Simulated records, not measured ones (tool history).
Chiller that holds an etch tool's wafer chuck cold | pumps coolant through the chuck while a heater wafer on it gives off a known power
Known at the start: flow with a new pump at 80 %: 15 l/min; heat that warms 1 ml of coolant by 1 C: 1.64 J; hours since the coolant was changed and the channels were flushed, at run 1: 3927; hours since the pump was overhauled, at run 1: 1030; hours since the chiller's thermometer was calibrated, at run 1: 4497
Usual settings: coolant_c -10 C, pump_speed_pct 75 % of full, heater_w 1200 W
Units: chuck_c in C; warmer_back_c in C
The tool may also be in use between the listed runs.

| run | hour | coolant_c | pump_speed_pct | heater_w | hours since the coolant was changed and the channels were flushed | hours since the pump was overhauled | hours since the chiller's thermometer was calibrated | chuck_c | warmer_back_c |
|---|---|---|---|---|---|---|---|---|---|
| 1 | 0 | -10 | 75 | 1200 | 3927 | 1030 | 4497 | 2 | 3.15 |
| 2 | 102.2 | -10 | 75 | 1674 | 4030 | 1132 | 4599 | 6.7 | 4.34 |
| 3 | 183.2 | -10 | 75 | 1674 | 4111 | 1213 | 4680 | 6.6 | 4.37 |
|  | 191.5 | chiller's thermometer calibrated |
| 4 | 233.5 | -10 | 64 | 1200 | 4160 | 1262 | 42 | 3.4 | 3.68 |
| 5 | 326.9 | -10 | 64 | 1200 | 4253 | 1356 | 135 | 3.2 | 3.67 |
| 6 | 436.5 | -10 | 64 | 1200 | 4363 | 1465 | 245 | 3.3 | 3.65 |
| 7 | 541.9 | -10 | 64 | 1200 | 4468 | 1571 | 350 | 3.5 | 3.64 |
| 8 | 653.5 | -10 | 64 | 1200 | 4580 | 1682 | 462 | 3.4 | 3.65 |
| 9 | 713.4 | -10 | 69 | 1200 | 4640 | 1742 | 522 | 2.9 | 3.39 |
| 10 | 782.2 | -10 | 69 | 1200 | 4709 | 1811 | 591 | 2.7 | 3.39 |
| 11 | 881.7 | -20 | 69 | 1200 | 4808 | 1911 | 690 | -7.3 | 3.36 |
| 12 | 990.1 | -20 | 69 | 1200 | 4917 | 2019 | 799 | -7.6 | 3.39 |
| 13 | 1044.1 | -20 | 69 | 1200 | 4971 | 2073 | 853 | -7.4 | 3.38 |
| 14 | 1127.8 | -20 | 69 | 1200 | 5054 | 2157 | 936 | -7.3 | 3.39 |
| 15 | 1206.1 | -20 | 69 | 1200 | 5133 | 2235 | 1015 | -7.5 | 3.35 |
| 16 | 1266 | -10 | 75 | 1200 | 5192 | 2295 | 1075 | 1.7 | 3.15 |
|  | 1318.2 | coolant changed, channels flushed |
| 17 | 1348 | -6 | 74 | 959 | 30 | 2371 | 1151 | 3.6 | 2.52 |
| 18 | 1459.4 | -3 | 72 | 1053 | 141 | 2482 | 1262 | 7.8 | 2.87 |
| 19 | 1522.3 | -3 | 72 | 1053 | 204 | 2545 | 1325 | 7.7 | 2.86 |
| 20 | 1598.4 | -10 | 69 | 1200 | 280 | 2621 | 1401 | 2.6 | 3.43 |
| 21 | 1670.9 | -14 | 75 | 1200 | 353 | 2694 | 1473 | -2.1 | 3.13 |
| 22 | 1763.8 | -18 | 86 | 1334 | 446 | 2787 | 1566 | -6 | 3.04 |
| 23 | 1828.5 | -16 | 75 | 1200 | 510 | 2851 | 1631 | -4.1 | 3.13 |
| 24 | 1878.2 | -15 | 70 | 626 | 560 | 2901 | 1681 | -8.4 | 1.75 |
| 25 | 1942.2 | -15 | 97 | 1256 | 624 | 2965 | 1745 | -4.5 | 2.55 |
| 26 | 2002.4 | -5 | 67 | 847 | 684 | 3025 | 1805 | 4 | 2.45 |
| 27 | 2095.8 | -3 | 67 | 847 | 778 | 3119 | 1898 | 6.1 | 2.42 |
| 28 | 2151.2 | -3 | 67 | 847 | 833 | 3174 | 1954 | 6.2 | 2.46 |
| 29 | 2199 | -3 | 67 | 847 | 881 | 3222 | 2002 | 6.1 | 2.45 |
| 30 | 2308.5 | -14 | 69 | 1335 | 990 | 3331 | 2111 | 0 | 3.77 |
| 31 | 2390.7 | -14 | 69 | 1335 | 1072 | 3414 | 2193 | 0.1 | 3.76 |

3 ways to go on from here, each from the tool as it stands after run 31. What would each give?
| A | 2475.7 | -3 | 61 | 1200 | 1157 | 3499 | 2278 | ? | ? |
| B | 2475.7 | -5 | 87 | 833 | 1157 | 3499 | 2278 | ? | ? |
| C | 2475.7 | -20 | 69 | 1210 | 1157 | 3499 | 2278 | ? | ? |

| run | chuck_c | warmer_back_c |
|---|---|---|
| A | 10.7 | 3.82 |
| B | 2.3 | 1.88 |
| C | -7.3 | 3.41 |
Without the tool's hidden state the same runs would have given:
| run | chuck_c | warmer_back_c |
|---|---|---|
| A | 10.7 | 3.82 |
| B | 2.3 | 1.88 |
| C | -7.3 | 3.41 |

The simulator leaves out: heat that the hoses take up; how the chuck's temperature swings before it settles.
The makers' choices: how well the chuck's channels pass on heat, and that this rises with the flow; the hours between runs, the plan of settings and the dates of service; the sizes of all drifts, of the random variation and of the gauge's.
